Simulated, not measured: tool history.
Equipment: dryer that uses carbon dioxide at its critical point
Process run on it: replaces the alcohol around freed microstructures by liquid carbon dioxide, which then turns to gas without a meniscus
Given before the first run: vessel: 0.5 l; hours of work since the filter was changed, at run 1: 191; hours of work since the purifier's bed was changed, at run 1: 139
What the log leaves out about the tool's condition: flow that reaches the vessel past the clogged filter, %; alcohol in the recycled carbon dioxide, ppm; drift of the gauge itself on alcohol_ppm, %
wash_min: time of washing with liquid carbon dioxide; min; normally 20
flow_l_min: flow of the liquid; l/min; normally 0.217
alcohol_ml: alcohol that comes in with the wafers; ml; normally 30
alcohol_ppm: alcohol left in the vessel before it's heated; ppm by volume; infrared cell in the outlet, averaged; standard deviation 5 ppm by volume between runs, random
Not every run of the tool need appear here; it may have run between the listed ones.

| run | day | wash_min | flow_l_min | alcohol_ml | hours of work since the filter was changed | hours of work since the purifier's bed was changed | alcohol_ppm |
|---|---|---|---|---|---|---|---|
| 1 | 0.000 | 20 | 0.217 | 30 | 191 | 139 | 51 |
| 2 | 0.225 | 20 | 0.217 | 30 | 193 | 141 | 47 |
| 3 | 0.642 | 20 | 0.217 | 30 | 196 | 144 | 59 |
| 4 | 0.971 | 20 | 0.217 | 30 | 199 | 147 | 50 |
| 5 | 1.212 | 20 | 0.217 | 30 | 200 | 149 | 54 |
| 6 | 1.500 | 20 | 0.217 | 30 | 203 | 151 | 63 |
| 7 | 1.900 | 20 | 0.217 | 30 | 206 | 154 | 46 |
| 8 | 2.225 | 16 | 0.364 | 68 | 208 | 156 | 31 |
| 9 | 2.679 | 15 | 0.217 | 30 | 212 | 160 | 258 |
| 10 | 2.896 | 15 | 0.217 | 30 | 214 | 162 | 269 |
| 11 | 3.254 | 16 | 0.266 | 92 | 216 | 164 | 158 |
| 12 | 3.488 | 29 | 0.266 | 92 | 218 | 166 | 22 |
| 13 | 3.788 | 20 | 0.289 | 30 | 220 | 168 | 21 |
| 14 | 4.271 | 20 | 0.289 | 30 | 224 | 172 | 28 |

What if the next run were any one of these 4? Each begins from the tool's condition after run 14:
| A | 4.588 | 20 | 0.272 | 64 | 227 | 175 | ? |
| B | 4.588 | 20 | 0.150 | 30 | 227 | 175 | ? |
| C | 4.588 | 20 | 0.232 | 103 | 227 | 175 | ? |
| D | 4.588 | 15 | 0.303 | 109 | 227 | 175 | ? |

| run | alcohol_ppm |
|---|---|
| A | 38 |
| B | 386 |
| C | 104 |
| D | 120 |
What these runs would have given with no unlogged condition in the tool:
| run | alcohol_ppm |
|---|---|
| A | 9 |
| B | 184 |
| C | 31 |
| D | 35 |
